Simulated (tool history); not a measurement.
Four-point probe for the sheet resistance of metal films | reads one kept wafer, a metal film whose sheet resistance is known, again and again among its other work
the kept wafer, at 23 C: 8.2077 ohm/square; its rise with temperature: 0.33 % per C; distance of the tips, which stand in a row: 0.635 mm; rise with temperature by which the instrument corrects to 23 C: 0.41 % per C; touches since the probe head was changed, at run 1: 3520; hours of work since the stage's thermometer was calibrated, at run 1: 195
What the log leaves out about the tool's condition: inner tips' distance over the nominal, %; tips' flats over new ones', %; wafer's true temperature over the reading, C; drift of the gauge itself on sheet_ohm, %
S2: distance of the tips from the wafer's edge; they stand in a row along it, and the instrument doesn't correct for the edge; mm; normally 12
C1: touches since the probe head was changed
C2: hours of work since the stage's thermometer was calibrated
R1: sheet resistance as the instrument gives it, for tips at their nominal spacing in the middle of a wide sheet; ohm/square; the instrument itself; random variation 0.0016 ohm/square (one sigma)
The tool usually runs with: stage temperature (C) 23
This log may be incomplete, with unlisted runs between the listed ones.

run 1 hour=0 | stage_temperature_(C)=23 S2=12 | C1=3520 C2=195 | R1=8.199039
run 2 hour=51.7 | stage_temperature_(C)=23 S2=12 | C1=4588 C2=229 | R1=8.198689
run 3 hour=75.3 | stage_temperature_(C)=19 S2=12 | C1=5076 C2=245 | R1=8.223906
-- hour=79.2 stage's thermometer calibrated
run 4 hour=113.9 | stage_temperature_(C)=23 S2=12 | C1=5863 C2=23 | R1=8.195551
run 5 hour=163.6 | stage_temperature_(C)=23 S2=12 | C1=6891 C2=56 | R1=8.193013
run 6 hour=191.5 | stage_temperature_(C)=27 S2=12 | C1=7468 C2=75 | R1=8.166818
run 7 hour=215.8 | stage_temperature_(C)=32 S2=74 | C1=7969 C2=91 | R1=8.125044
run 8 hour=254.3 | stage_temperature_(C)=22 S2=4 | C1=8766 C2=117 | R1=8.292254

Run 9 has not been measured yet. What should we expect?
-- hour=262.6 stage's thermometer calibrated, once more
run 9 hour=308.7 | stage_temperature_(C)=22 S2=4 | C1=9879 C2=31 | R1=?

Run 9 came out at R1 8.294022 ohm/square.
Take away the tool's hidden state, keep the run-to-run variation as it was, and the same run would have given R1 8.323807 ohm/square.
